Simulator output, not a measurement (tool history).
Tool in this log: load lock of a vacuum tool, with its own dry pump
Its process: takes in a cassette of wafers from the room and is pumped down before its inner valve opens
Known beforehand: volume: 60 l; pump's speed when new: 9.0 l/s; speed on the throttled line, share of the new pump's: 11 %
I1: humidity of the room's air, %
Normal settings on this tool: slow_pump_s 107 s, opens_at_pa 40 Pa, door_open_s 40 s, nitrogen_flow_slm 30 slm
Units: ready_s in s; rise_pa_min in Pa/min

Run 1, day 0.000: usual settings; I1 46.7. Result: ready_s 149.2 s, rise_pa_min 0.192 Pa/min.
Run 2, day 5.712: usual settings; I1 43.6. Result: ready_s 148.7 s, rise_pa_min 0.188 Pa/min.
Run 3, day 10.900: usual settings; I1 45.0. Result: ready_s 150.6 s, rise_pa_min 0.207 Pa/min.
Run 4, day 16.688: usual settings; I1 42.6. Result: ready_s 150.4 s, rise_pa_min 0.208 Pa/min.
Run 5, day 22.433: usual settings; I1 45.8. Result: ready_s 151.7 s, rise_pa_min 0.232 Pa/min.
Run 6, day 28.221: usual settings; I1 43.7. Result: ready_s 150.3 s, rise_pa_min 0.246 Pa/min.
Run 7, day 32.704: usual settings; I1 42.5. Result: ready_s 151.2 s, rise_pa_min 0.238 Pa/min.
Run 8, day 36.533: usual settings; I1 44.1. Result: ready_s 152.5 s, rise_pa_min 0.247 Pa/min.
Run 9, day 40.217: usual settings but opens_at_pa 69 Pa; I1 46.8. Result: ready_s 149.2 s, rise_pa_min 0.255 Pa/min.
Run 10, day 42.971: usual settings; I1 46.4. Result: ready_s 151.5 s, rise_pa_min 0.271 Pa/min.
Run 11, day 47.700: usual settings; I1 44.5. Result: ready_s 152.5 s, rise_pa_min 0.277 Pa/min.
Run 12, day 50.688: usual settings; I1 45.3. Result: ready_s 152.7 s, rise_pa_min 0.284 Pa/min.
Run 13, day 53.521: usual settings; I1 45.3. Result: ready_s 151.3 s, rise_pa_min 0.286 Pa/min.
Run 14, day 59.175: usual settings; I1 44.3. Result: ready_s 152.4 s, rise_pa_min 0.304 Pa/min.
Run 15, day 63.608: usual settings; I1 46.8. Result: ready_s 153.2 s, rise_pa_min 0.306 Pa/min.
Run 16, day 66.883: usual settings but slow_pump_s 57 s, nitrogen_flow_slm 44 slm; I1 48.2. Result: ready_s 108.6 s, rise_pa_min 0.312 Pa/min.
Run 17, day 70.950: usual settings but slow_pump_s 57 s, nitrogen_flow_slm 44 slm; I1 45.7. Result: ready_s 109.6 s, rise_pa_min 0.327 Pa/min.
Run 18, day 76.671: usual settings but opens_at_pa 34 Pa; I1 42.3. Result: ready_s 155.1 s, rise_pa_min 0.034 Pa/min.
Run 19, day 81.688: usual settings but opens_at_pa 34 Pa; I1 45.8. Result: ready_s 154.7 s, rise_pa_min 0.039 Pa/min.
Run 20, day 84.979: usual settings but slow_pump_s 129 s; I1 46.1. Result: ready_s 170.6 s, rise_pa_min 0.040 Pa/min.
Run 21, day 88.946: usual settings but slow_pump_s 129 s, door_open_s 56 s; I1 44.9. Result: ready_s 173.7 s, rise_pa_min 0.049 Pa/min.
Run 22, day 93.458: usual settings but slow_pump_s 129 s, opens_at_pa 74 Pa, door_open_s 132 s; I1 45.9. Result: ready_s 168.4 s, rise_pa_min 0.059 Pa/min.
Run 23, day 98.262: usual settings but slow_pump_s 84 s, door_open_s 224 s, nitrogen_flow_slm 34 slm; I1 42.2. Result: ready_s 133.8 s, rise_pa_min 0.066 Pa/min.
Run 24, day 102.212: usual settings but slow_pump_s 84 s, opens_at_pa 68 Pa, door_open_s 224 s, nitrogen_flow_slm 8 slm; I1 46.3. Result: ready_s 129.4 s, rise_pa_min 0.110 Pa/min.
Run 25, day 108.196: usual settings but opens_at_pa 52 Pa, door_open_s 72 s, nitrogen_flow_slm 15 slm; I1 44.8. Result: ready_s 151.9 s, rise_pa_min 0.073 Pa/min.
Run 26, day 113.342: usual settings but opens_at_pa 30 Pa, door_open_s 151 s; I1 44.4. Result: ready_s 154.6 s, rise_pa_min 0.075 Pa/min.
Run 27, day 116.588: usual settings but slow_pump_s 173 s, opens_at_pa 38 Pa; I1 46.1. Result: ready_s 213.4 s, rise_pa_min 0.057 Pa/min.
Run 28, day 122.112: usual settings but slow_pump_s 175 s, opens_at_pa 38 Pa, door_open_s 116 s, nitrogen_flow_slm 26 slm; I1 43.3. Result: ready_s 214.1 s, rise_pa_min 0.078 Pa/min.

Withheld: 1 entry from between the runs. Position of each, and hidden state at the listed run before versus the listed run after:
Between runs 17 and 18: door's seal changed, seat wiped (day 72.833)
  pump's speed, % of a new pump's: 88.3 -> 88; leak at the door's seal, Pa l/s: 0.2981 -> 0.0043
  the result without the hidden state subtracted from the measured one, ready_s: +6.1 -> +5.7 s; rise_pa_min: +0.302 -> +0.003 Pa/min
